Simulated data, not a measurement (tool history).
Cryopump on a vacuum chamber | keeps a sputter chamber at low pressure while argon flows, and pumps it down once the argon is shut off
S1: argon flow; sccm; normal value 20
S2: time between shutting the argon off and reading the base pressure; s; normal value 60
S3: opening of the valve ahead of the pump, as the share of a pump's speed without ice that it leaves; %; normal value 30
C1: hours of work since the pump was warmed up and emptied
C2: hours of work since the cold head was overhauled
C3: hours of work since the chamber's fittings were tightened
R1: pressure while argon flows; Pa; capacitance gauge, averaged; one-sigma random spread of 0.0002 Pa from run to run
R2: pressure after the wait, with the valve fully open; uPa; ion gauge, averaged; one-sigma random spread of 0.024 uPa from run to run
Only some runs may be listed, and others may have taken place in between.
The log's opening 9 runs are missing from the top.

{"run": 10, "hour": 113.5, "S1": 20, "S2": 60, "S3": 30, "C1": 454, "C2": 454, "C3": 2549, "R1": 0.0554, "R2": 1.46}
{"run": 11, "hour": 123.8, "S1": 20, "S2": 60, "S3": 30, "C1": 463, "C2": 463, "C3": 2558, "R1": 0.0553, "R2": 1.4}
{"run": 12, "hour": 140.7, "S1": 20, "S2": 60, "S3": 30, "C1": 478, "C2": 478, "C3": 2572, "R1": 0.0553, "R2": 1.36}
{"run": 13, "hour": 150.2, "S1": 20, "S2": 60, "S3": 30, "C1": 486, "C2": 486, "C3": 2581, "R1": 0.0556, "R2": 1.4}
{"run": 14, "hour": 165.3, "S1": 20, "S2": 60, "S3": 30, "C1": 499, "C2": 499, "C3": 2594, "R1": 0.0557, "R2": 1.41}
{"run": 15, "hour": 175.2, "S1": 20, "S2": 185, "S3": 30, "C1": 508, "C2": 508, "C3": 2603, "R1": 0.0553, "R2": 0.89}
{"run": 16, "hour": 189.2, "S1": 20, "S2": 60, "S3": 30, "C1": 520, "C2": 520, "C3": 2615, "R1": 0.0553, "R2": 1.39}
{"run": 17, "hour": 201.3, "S1": 17, "S2": 60, "S3": 30, "C1": 531, "C2": 531, "C3": 2625, "R1": 0.0474, "R2": 1.4}
{"run": 18, "hour": 218.1, "S1": 23, "S2": 60, "S3": 53, "C1": 546, "C2": 546, "C3": 2640, "R1": 0.037, "R2": 1.4}
{"run": 19, "hour": 225.7, "S1": 23, "S2": 60, "S3": 53, "C1": 552, "C2": 552, "C3": 2647, "R1": 0.0372, "R2": 1.4}
{"run": 20, "hour": 233.5, "S1": 20, "S2": 49, "S3": 20, "C1": 559, "C2": 559, "C3": 2654, "R1": 0.0831, "R2": 1.58}
{"run": 21, "hour": 240.9, "S1": 11, "S2": 31, "S3": 37, "C1": 565, "C2": 565, "C3": 2660, "R1": 0.025, "R2": 2.18}
{"run": 22, "hour": 248.0, "S1": 11, "S2": 191, "S3": 37, "C1": 572, "C2": 572, "C3": 2666, "R1": 0.0251, "R2": 0.94}
{"run": 23, "hour": 259.7, "S1": 11, "S2": 82, "S3": 23, "C1": 582, "C2": 582, "C3": 2676, "R1": 0.0395, "R2": 1.24}
{"run": 24, "hour": 269.6, "S1": 25, "S2": 69, "S3": 19, "C1": 591, "C2": 591, "C3": 2685, "R1": 0.109, "R2": 1.34}
{"run": 25, "hour": 286.1, "S1": 25, "S2": 69, "S3": 19, "C1": 605, "C2": 605, "C3": 2700, "R1": 0.1087, "R2": 1.38}

Run 26 has not been measured yet. What should we expect?
{"run": 26, "hour": 293.4, "S1": 34, "S2": 203, "S3": 43, "C1": 611, "C2": 611, "C3": 2706, "R1": "?", "R2": "?"}

R1: 0.0672 Pa
R2: 0.92 uPa
Had the tool carried no hidden state, the very same run would have given R1 0.0639 Pa, R2 0.36 uPa.
